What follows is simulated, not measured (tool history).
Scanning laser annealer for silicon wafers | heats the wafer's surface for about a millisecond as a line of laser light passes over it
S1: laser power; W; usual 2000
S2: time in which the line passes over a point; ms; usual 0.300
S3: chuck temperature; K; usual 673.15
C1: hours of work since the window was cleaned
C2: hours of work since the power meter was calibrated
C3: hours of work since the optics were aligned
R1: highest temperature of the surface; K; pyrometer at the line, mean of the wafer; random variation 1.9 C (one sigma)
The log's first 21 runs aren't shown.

| run | hour | S1 | S2 | S3 | C1 | C2 | C3 | R1 |
|---|---|---|---|---|---|---|---|---|
| 22 | 785.9 | 2000 | 0.304 | 673.15 | 167 | 712 | 375 | 1482.15 |
|  | 793.4 | laser's power meter calibrated |
| 23 | 813.5 | 2000 | 0.304 | 673.15 | 182 | 13 | 391 | 1476.15 |
| 24 | 854.0 | 1938 | 0.312 | 703.15 | 208 | 39 | 417 | 1484.15 |
| 25 | 877.6 | 1988 | 0.300 | 670.15 | 223 | 54 | 432 | 1459.15 |
| 26 | 903.0 | 2016 | 0.295 | 670.15 | 240 | 70 | 448 | 1465.15 |
| 27 | 935.2 | 2016 | 0.295 | 670.15 | 260 | 91 | 469 | 1467.15 |
| 28 | 974.8 | 2016 | 0.295 | 670.15 | 286 | 116 | 494 | 1461.15 |
| 29 | 999.5 | 2168 | 0.217 | 687.15 | 302 | 132 | 510 | 1411.15 |
| 30 | 1021.4 | 1868 | 0.324 | 687.15 | 316 | 146 | 524 | 1443.15 |
|  | 1059.8 | laser's power meter calibrated, once more |
| 31 | 1063.2 | 2133 | 0.282 | 708.15 | 341 | 2 | 549 | 1526.15 |
| 32 | 1102.1 | 2073 | 0.290 | 690.15 | 365 | 27 | 574 | 1486.15 |
| 33 | 1147.4 | 1896 | 0.300 | 694.15 | 394 | 56 | 603 | 1413.15 |
| 34 | 1170.9 | 1896 | 0.300 | 694.15 | 410 | 71 | 618 | 1412.15 |
|  | 1193.9 | window over the wafer cleaned |
| 35 | 1209.3 | 1969 | 0.291 | 694.15 | 10 | 95 | 641 | 1471.15 |
| 36 | 1259.3 | 1953 | 0.294 | 679.15 | 42 | 127 | 673 | 1451.15 |
| 37 | 1304.2 | 1934 | 0.249 | 706.15 | 71 | 155 | 702 | 1394.15 |
| 38 | 1332.1 | 2000 | 0.330 | 665.15 | 89 | 173 | 720 | 1511.15 |
| 39 | 1373.3 | 1904 | 0.373 | 665.15 | 115 | 200 | 747 | 1515.15 |
| 40 | 1407.7 | 2011 | 0.273 | 696.15 | 137 | 222 | 769 | 1455.15 |
| 41 | 1446.8 | 2199 | 0.300 | 677.15 | 162 | 247 | 794 | 1576.15 |

4 ways to go on from here, each from the tool as it stands after run 41. What would each give?
| A | 1474.4 | 2045 | 0.300 | 673.15 | 180 | 265 | 811 | ? |
| B | 1474.4 | 2101 | 0.300 | 677.15 | 180 | 265 | 811 | ? |
| C | 1474.4 | 2199 | 0.300 | 637.15 | 180 | 265 | 811 | ? |
| D | 1474.4 | 2151 | 0.292 | 677.15 | 180 | 265 | 811 | ? |

| run | R1 |
|---|---|
| A | 1491.15 |
| B | 1520.15 |
| C | 1536.15 |
| D | 1533.15 |
Without the tool's hidden state the same runs would have given:
| run | R1 |
|---|---|
| A | 1517.15 |
| B | 1546.15 |
| C | 1564.15 |
| D | 1560.15 |

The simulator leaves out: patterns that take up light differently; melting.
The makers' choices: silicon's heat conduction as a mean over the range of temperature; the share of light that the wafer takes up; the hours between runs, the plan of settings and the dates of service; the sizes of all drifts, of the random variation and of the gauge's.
